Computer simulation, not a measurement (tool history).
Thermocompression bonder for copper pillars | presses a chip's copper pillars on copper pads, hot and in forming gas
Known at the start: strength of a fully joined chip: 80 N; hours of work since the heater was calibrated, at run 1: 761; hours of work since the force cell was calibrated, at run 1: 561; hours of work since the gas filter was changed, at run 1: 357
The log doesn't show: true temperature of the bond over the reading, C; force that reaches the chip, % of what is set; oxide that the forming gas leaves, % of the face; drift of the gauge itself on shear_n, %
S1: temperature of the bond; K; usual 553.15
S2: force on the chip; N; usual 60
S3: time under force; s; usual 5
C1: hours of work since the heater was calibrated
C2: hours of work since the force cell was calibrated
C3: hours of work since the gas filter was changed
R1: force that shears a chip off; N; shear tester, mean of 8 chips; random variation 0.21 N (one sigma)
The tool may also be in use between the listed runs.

run     day      S1  S2  S3   C1   C2   C3    R1
  1       0  553.15  60   5  761  561  357  30.8
  2   1.158  553.15  60   5  777  577  373  30.6
  3   2.404  553.15  48   5  795  594  391    24
      3.433  -- forming gas filter changed
  4   3.575  553.15  38   5  811  611    2  20.7
  5     4.7  553.15  38   5  827  626   18  20.2
  6   5.533  553.15  38   7  838  638   30    23
  7   6.442  553.15  38   7  851  651   42    24
  8   7.383  553.15  38   7  864  664   55  23.4
      7.812  -- heater calibrated with a thermocouple chip
  9   8.867  549.15  60   5   15  684   75  33.1
 10   9.929  553.15  60   5   30  699   90  34.4
 11  11.238  553.15  60   5   48  717  108  34.4
 12  12.079  553.15  60   5   60  729  120  34.5
     12.354  -- heater calibrated with a thermocouple chip, once more
 13  12.838  553.15  60   5    7  738  130  30.4
 14  13.471  576.15  39  13   16  747  139  36.8
 15  14.779  553.15  60  10   34  766  157  38.9
 16  16.204  553.15  60  10   54  786  177  38.5
 17  16.821  553.15  64  10   63  794  186  41.3
 18  17.708  564.15  66   3   75  807  198  31.4
 19  19.046  553.15  78   3   94  826  217  32.2
 20  20.421  549.15  60  14  113  845  236  41.4
 21  21.238  557.15  40  10  125  856  248  26.3
 22  22.754  557.15  85  10  146  878  269  52.6
 23  24.012  557.15  85  10  164  895  287    53

Some steps in R1 between neighbouring runs. How much of each would the tool show without its hidden state too (settings, what came in, random variation), and how much is left for the hidden state, with any gauge scatter that isn't in both results?
Run 3 -> 4: S2 48 -> 38, forming gas filter changed. R1 -3.3 N: hidden state +2, all else -5.3.
Run 12 -> 13: heater calibrated with a thermocouple chip, once more. R1 -4.1 N: hidden state -4.1, all else +0.
Run 20 -> 21: S1 549.15 -> 557.15, S2 60 -> 40, S3 14 -> 10. R1 -15.1 N: hidden state +0.4, all else -15.5.
Run 21 -> 22: S2 40 -> 85. R1 +26.3 N: hidden state -1.3, all else +27.6.

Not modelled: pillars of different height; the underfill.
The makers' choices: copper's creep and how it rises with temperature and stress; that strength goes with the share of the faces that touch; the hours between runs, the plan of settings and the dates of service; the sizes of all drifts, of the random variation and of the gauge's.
